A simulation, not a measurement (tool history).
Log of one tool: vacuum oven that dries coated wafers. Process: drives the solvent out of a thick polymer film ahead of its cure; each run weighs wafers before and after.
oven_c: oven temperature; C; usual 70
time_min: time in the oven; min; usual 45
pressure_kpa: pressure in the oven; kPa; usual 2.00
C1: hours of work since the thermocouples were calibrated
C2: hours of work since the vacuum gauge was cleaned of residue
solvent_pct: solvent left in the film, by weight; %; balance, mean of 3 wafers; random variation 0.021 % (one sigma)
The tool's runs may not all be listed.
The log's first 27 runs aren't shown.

run 28 hour=317.2 | oven_c=82 time_min=39 pressure_kpa=2.00 | C1=363 C2=563 | solvent_pct=0.98
run 29 hour=333.6 | oven_c=57 time_min=39 pressure_kpa=4.26 | C1=376 C2=576 | solvent_pct=9.91
run 30 hour=341.4 | oven_c=81 time_min=45 pressure_kpa=1.55 | C1=382 C2=582 | solvent_pct=0.86
run 31 hour=355.6 | oven_c=69 time_min=44 pressure_kpa=5.24 | C1=393 C2=593 | solvent_pct=5.00
run 32 hour=370.8 | oven_c=65 time_min=35 pressure_kpa=4.45 | C1=405 C2=605 | solvent_pct=6.74
run 33 hour=383.8 | oven_c=55 time_min=45 pressure_kpa=2.00 | C1=416 C2=615 | solvent_pct=8.33
run 34 hour=391.8 | oven_c=59 time_min=35 pressure_kpa=2.00 | C1=422 C2=622 | solvent_pct=7.66
run 35 hour=406.0 | oven_c=59 time_min=35 pressure_kpa=2.00 | C1=433 C2=633 | solvent_pct=7.70
run 36 hour=414.7 | oven_c=75 time_min=45 pressure_kpa=1.58 | C1=440 C2=640 | solvent_pct=1.31

Forecast run 37:
run 37 hour=426.0 | oven_c=70 time_min=51 pressure_kpa=2.00 | C1=449 C2=649 | solvent_pct=?

Run 37 gave solvent_pct 2.19 %.
Without the tool's hidden state the same run would have given solvent_pct 1.90 %.

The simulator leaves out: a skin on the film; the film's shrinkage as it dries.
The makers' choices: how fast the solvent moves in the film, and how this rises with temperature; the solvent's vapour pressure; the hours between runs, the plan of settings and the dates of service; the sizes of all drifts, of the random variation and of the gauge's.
